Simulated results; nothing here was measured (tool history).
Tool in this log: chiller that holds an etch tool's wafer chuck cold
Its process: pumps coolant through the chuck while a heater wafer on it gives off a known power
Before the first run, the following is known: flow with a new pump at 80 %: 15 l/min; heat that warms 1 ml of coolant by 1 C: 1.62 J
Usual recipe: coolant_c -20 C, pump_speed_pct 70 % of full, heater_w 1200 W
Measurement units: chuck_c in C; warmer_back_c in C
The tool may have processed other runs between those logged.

run,day,coolant_c,pump_speed_pct,heater_w,chuck_c,warmer_back_c
1,0.000,-20,70,1200,-11.9,3.65
2,7.162,-23,70,1200,-14.8,3.63
3,11.438,-20,84,1200,-12.6,3.02
4,17.612,-20,84,1200,-12.6,2.99
5,22.762,-20,84,1200,-12.4,2.98
6,28.704,-20,62,1200,-10.9,4.17
7,34.838,-20,62,1200,-10.8,4.19
8,39.042,-20,62,1200,-10.9,4.24
9,42.379,-20,62,1200,-11.2,4.23
10,47.058,-23,70,1200,-14.5,3.70
11,54.333,-20,70,1200,-11.6,3.71
12,60.050,-20,70,1505,-9.4,4.65
13,67.338,-25,70,1200,-16.3,3.69
14,74.462,-25,70,612,-20.3,1.80
15,81.588,-25,64,1713,-12.0,5.92
16,88.504,-12,81,1200,-3.9,3.14
17,95.338,-25,62,642,-19.9,2.29
18,101.054,-21,70,908,-14.2,2.82
# day 101.942: chiller's thermometer calibrated
19,106.429,-27,64,1069,-18.9,3.67
20,113.021,-27,64,1069,-18.8,3.69
21,116.958,-10,87,762,-5.5,1.87
22,124.142,-10,93,1072,-3.5,2.44
23,128.862,-10,93,1072,-3.5,2.47
24,136.417,-15,81,1072,-7.9,2.81
25,144.375,-15,63,634,-10.1,2.22
26,150.004,-13,71,844,-6.8,2.68
27,154.671,-13,79,1305,-3.9,3.65
28,160.058,-13,79,1305,-4.2,3.58

Here are 4 independent what-if runs from the current tool condition. What would each one return?
A,163.633,-18,79,1305,?,?
B,163.633,-20,70,1065,?,?
C,163.633,-27,70,856,?,?
D,163.633,-22,79,1305,?,?

run,chuck_c,warmer_back_c
A,-9.0,3.67
B,-12.1,3.34
C,-20.6,2.73
D,-13.0,3.70
Without the tool's unlogged condition, the same runs would have read:
run,chuck_c,warmer_back_c
A,-10.1,3.33
B,-13.2,3.03
C,-21.5,2.47
D,-14.2,3.36
